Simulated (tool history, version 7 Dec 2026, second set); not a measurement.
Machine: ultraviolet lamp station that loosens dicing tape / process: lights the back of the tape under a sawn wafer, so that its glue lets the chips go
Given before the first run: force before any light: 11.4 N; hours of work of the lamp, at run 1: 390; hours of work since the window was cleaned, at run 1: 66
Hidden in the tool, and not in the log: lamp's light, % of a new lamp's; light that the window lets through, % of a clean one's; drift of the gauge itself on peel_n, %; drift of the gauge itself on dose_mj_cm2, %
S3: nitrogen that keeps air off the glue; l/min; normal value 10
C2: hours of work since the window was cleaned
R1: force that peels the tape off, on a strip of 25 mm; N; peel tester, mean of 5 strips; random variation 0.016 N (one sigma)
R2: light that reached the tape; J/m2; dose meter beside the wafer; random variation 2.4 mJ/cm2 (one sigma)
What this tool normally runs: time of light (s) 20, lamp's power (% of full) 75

{"run": 1, "hour": 0.0, "time of light (s)": 20, "lamp's power (% of full)": 75, "S3": 10, "hours of work of the lamp": 390, "C2": 66, "R1": 1.162, "R2": 2290}
{"run": 2, "hour": 29.4, "time of light (s)": 20, "lamp's power (% of full)": 75, "S3": 10, "hours of work of the lamp": 413, "C2": 89, "R1": 1.218, "R2": 2210}
{"run": 3, "hour": 62.7, "time of light (s)": 20, "lamp's power (% of full)": 75, "S3": 10, "hours of work of the lamp": 440, "C2": 116, "R1": 1.275, "R2": 2210}
{"run": 4, "hour": 99.9, "time of light (s)": 35, "lamp's power (% of full)": 75, "S3": 10, "hours of work of the lamp": 469, "C2": 146, "R1": 0.404, "R2": 3780}
{"run": 5, "hour": 120.9, "time of light (s)": 35, "lamp's power (% of full)": 75, "S3": 10, "hours of work of the lamp": 486, "C2": 162, "R1": 0.408, "R2": 3760}
{"run": 6, "hour": 160.4, "time of light (s)": 35, "lamp's power (% of full)": 75, "S3": 10, "hours of work of the lamp": 517, "C2": 194, "R1": 0.444, "R2": 3720}
{"run": 7, "hour": 180.1, "time of light (s)": 35, "lamp's power (% of full)": 75, "S3": 10, "hours of work of the lamp": 533, "C2": 210, "R1": 0.438, "R2": 3650}
{"run": 8, "hour": 209.6, "time of light (s)": 35, "lamp's power (% of full)": 75, "S3": 10, "hours of work of the lamp": 557, "C2": 233, "R1": 0.433, "R2": 3580}
{"run": 9, "hour": 239.0, "time of light (s)": 35, "lamp's power (% of full)": 75, "S3": 10, "hours of work of the lamp": 580, "C2": 257, "R1": 0.47, "R2": 3580}
{"run": 10, "hour": 271.2, "time of light (s)": 20, "lamp's power (% of full)": 75, "S3": 10, "hours of work of the lamp": 606, "C2": 282, "R1": 1.511, "R2": 1990}
{"run": 11, "hour": 289.6, "time of light (s)": 20, "lamp's power (% of full)": 75, "S3": 10, "hours of work of the lamp": 620, "C2": 297, "R1": 1.521, "R2": 1960}
{"run": 12, "hour": 322.1, "time of light (s)": 20, "lamp's power (% of full)": 75, "S3": 10, "hours of work of the lamp": 646, "C2": 323, "R1": 1.577, "R2": 1980}
{"run": 13, "hour": 350.4, "time of light (s)": 20, "lamp's power (% of full)": 75, "S3": 10, "hours of work of the lamp": 669, "C2": 345, "R1": 1.652, "R2": 1940}
{"run": 14, "hour": 375.0, "time of light (s)": 20, "lamp's power (% of full)": 75, "S3": 10, "hours of work of the lamp": 689, "C2": 365, "R1": 1.721, "R2": 1930}
{"run": 15, "hour": 415.1, "time of light (s)": 20, "lamp's power (% of full)": 75, "S3": 10, "hours of work of the lamp": 721, "C2": 397, "R1": 1.712, "R2": 1860}
{"hour": 418.8, "done": "window cleaned of glue's vapour"}
{"run": 16, "hour": 447.2, "time of light (s)": 20, "lamp's power (% of full)": 64, "S3": 10, "hours of work of the lamp": 746, "C2": 23, "R1": 2.319, "R2": 1500}
{"run": 17, "hour": 477.4, "time of light (s)": 20, "lamp's power (% of full)": 64, "S3": 10, "hours of work of the lamp": 770, "C2": 47, "R1": 2.391, "R2": 1520}
{"run": 18, "hour": 505.5, "time of light (s)": 20, "lamp's power (% of full)": 61, "S3": 10, "hours of work of the lamp": 792, "C2": 69, "R1": 2.704, "R2": 1420}
{"run": 19, "hour": 524.5, "time of light (s)": 20, "lamp's power (% of full)": 75, "S3": 8, "hours of work of the lamp": 807, "C2": 84, "R1": 2.172, "R2": 1710}
{"run": 20, "hour": 566.1, "time of light (s)": 20, "lamp's power (% of full)": 75, "S3": 8, "hours of work of the lamp": 841, "C2": 117, "R1": 2.218, "R2": 1680}
{"run": 21, "hour": 600.8, "time of light (s)": 20, "lamp's power (% of full)": 75, "S3": 8, "hours of work of the lamp": 868, "C2": 145, "R1": 2.311, "R2": 1630}
{"hour": 638.8, "done": "window cleaned of glue's vapour, once more"}
{"run": 22, "hour": 638.8, "time of light (s)": 20, "lamp's power (% of full)": 75, "S3": 8, "hours of work of the lamp": 898, "C2": 0, "R1": 2.166, "R2": 1730}

What does the tool deliver on the next run?
{"run": 23, "hour": 661.0, "time of light (s)": 20, "lamp's power (% of full)": 75, "S3": 8, "hours of work of the lamp": 916, "C2": 18, "R1": "?", "R2": "?"}

{"run 23": {"R1": 2.337, "R2": 1680}}
Were there no unlogged condition in the tool, this run, its random variation unchanged, would have produced R1 0.945 N, R2 2760 J/m2.

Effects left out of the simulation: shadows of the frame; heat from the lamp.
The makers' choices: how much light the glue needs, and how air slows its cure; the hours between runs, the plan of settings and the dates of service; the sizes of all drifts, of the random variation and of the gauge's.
